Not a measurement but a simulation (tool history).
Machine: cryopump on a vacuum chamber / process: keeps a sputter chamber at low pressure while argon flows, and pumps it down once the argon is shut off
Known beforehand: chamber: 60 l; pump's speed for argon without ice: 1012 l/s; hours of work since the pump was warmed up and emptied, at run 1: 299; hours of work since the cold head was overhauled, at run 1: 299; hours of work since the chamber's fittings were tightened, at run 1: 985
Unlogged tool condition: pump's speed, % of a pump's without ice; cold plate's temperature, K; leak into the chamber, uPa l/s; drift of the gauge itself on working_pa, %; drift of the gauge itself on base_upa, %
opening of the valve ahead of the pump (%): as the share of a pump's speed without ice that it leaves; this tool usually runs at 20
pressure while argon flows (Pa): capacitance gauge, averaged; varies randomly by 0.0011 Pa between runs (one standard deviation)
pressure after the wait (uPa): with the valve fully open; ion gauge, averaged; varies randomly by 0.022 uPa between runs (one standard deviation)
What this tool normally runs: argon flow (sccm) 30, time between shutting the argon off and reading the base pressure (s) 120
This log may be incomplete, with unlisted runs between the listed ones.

run	day	argon flow (sccm)	time between shutting the argon off and reading the base pressure (s)	opening of the valve ahead of the pump (%)	hours of work since the pump was warmed up and emptied	hours of work since the cold head was overhauled	hours of work since the chamber's fittings were tightened	pressure while argon flows (Pa)	pressure after the wait (uPa)
1	0	30	120	20	299	299	985	0.2667	4.28
2	1.767	30	120	20	326	326	1012	0.2704	4.39
# day 2.417: pump warmed up, emptied and cooled again
3	3.812	16	120	20	21	354	1040	0.135	3.47
4	5.308	30	120	20	44	377	1063	0.2529	3.5
# day 5.554: leaking fittings of the chamber tightened, without venting
5	6.517	30	120	20	61	394	15	0.2523	0.75
6	7.579	22	120	20	77	410	31	0.1861	0.8
7	9.35	30	120	41	104	437	58	0.1274	0.87
8	11.354	30	120	20	135	468	88	0.2592	0.97
9	13.392	30	120	20	166	499	119	0.2569	1.11
10	15.446	30	120	20	197	530	151	0.2578	1.17
11	17.392	30	120	20	227	560	180	0.2611	1.24
12	19.446	30	180	20	258	591	212	0.2632	1.29
13	20.358	30	180	20	272	605	226	0.2635	1.38
14	22.554	30	180	20	306	638	259	0.2666	1.48
15	23.483	30	180	20	320	652	273	0.2659	1.54
# day 24.483: pump warmed up, emptied and cooled again
16	24.712	30	180	20	4	668	289	0.2551	1.21
17	26.408	30	180	33	29	694	315	0.1538	1.34
18	28.521	30	180	33	62	726	347	0.1547	1.4
19	30.233	16	75	40	88	752	373	0.0691	1.9
20	32.188	18	35	42	117	782	403	0.0748	2.65
21	33.417	18	35	42	136	801	421	0.0755	2.73
22	35.05	18	35	42	161	826	446	0.0769	2.88
23	36.558	46	28	44	184	849	469	0.1874	3.18
24	38.175	46	28	44	209	873	494	0.1905	3.36
25	40.029	25	120	26	237	901	522	0.1714	2.27
26	42.042	25	120	22	268	932	553	0.2002	2.46
27	43.342	25	120	22	287	952	573	0.2011	2.57
28	44.854	33	36	26	310	975	596	0.2285	3.47
29	45.992	30	120	36	328	992	613	0.1567	2.71
# day 46.533: pump warmed up, emptied and cooled again
30	47.5	30	120	36	15	1012	633	0.1412	2.24
31	49.442	30	120	36	44	1042	662	0.1414	2.34
32	51.258	30	294	20	72	1069	690	0.2525	2.29
33	52.925	30	294	20	97	1095	715	0.2583	2.38
34	54.162	54	24	20	116	1114	734	0.46	4.09

For some of the steps in pressure while argon flows (Pa) from one run to the next: how much would appear even if the tool had no hidden state, given the settings, what came in and random variation, and how much remains for the hidden state plus any gauge scatter that the measured result and the result without hidden state don't share?
Run 2 -> 3: argon flow (sccm) 30 -> 16, pump warmed up, emptied and cooled again. pressure while argon flows (Pa) -0.1354: hidden state -0.0186, all else -0.1168.
Run 7 -> 8: opening of the valve ahead of the pump (%) 41 -> 20. pressure while argon flows (Pa) +0.1318: hidden state +0.0015, all else +0.1303.
Run 15 -> 16: pump warmed up, emptied and cooled again. pressure while argon flows (Pa) -0.0108: hidden state -0.0159, all else +0.0051.
Run 29 -> 30: pump warmed up, emptied and cooled again. pressure while argon flows (Pa) -0.0155: hidden state -0.0162, all else +0.0007.
Run 33 -> 34: argon flow (sccm) 30 -> 54, time between shutting the argon off and reading the base pressure (s) 294 -> 24. pressure while argon flows (Pa) +0.2017: hidden state +0.0053, all else +0.1964.

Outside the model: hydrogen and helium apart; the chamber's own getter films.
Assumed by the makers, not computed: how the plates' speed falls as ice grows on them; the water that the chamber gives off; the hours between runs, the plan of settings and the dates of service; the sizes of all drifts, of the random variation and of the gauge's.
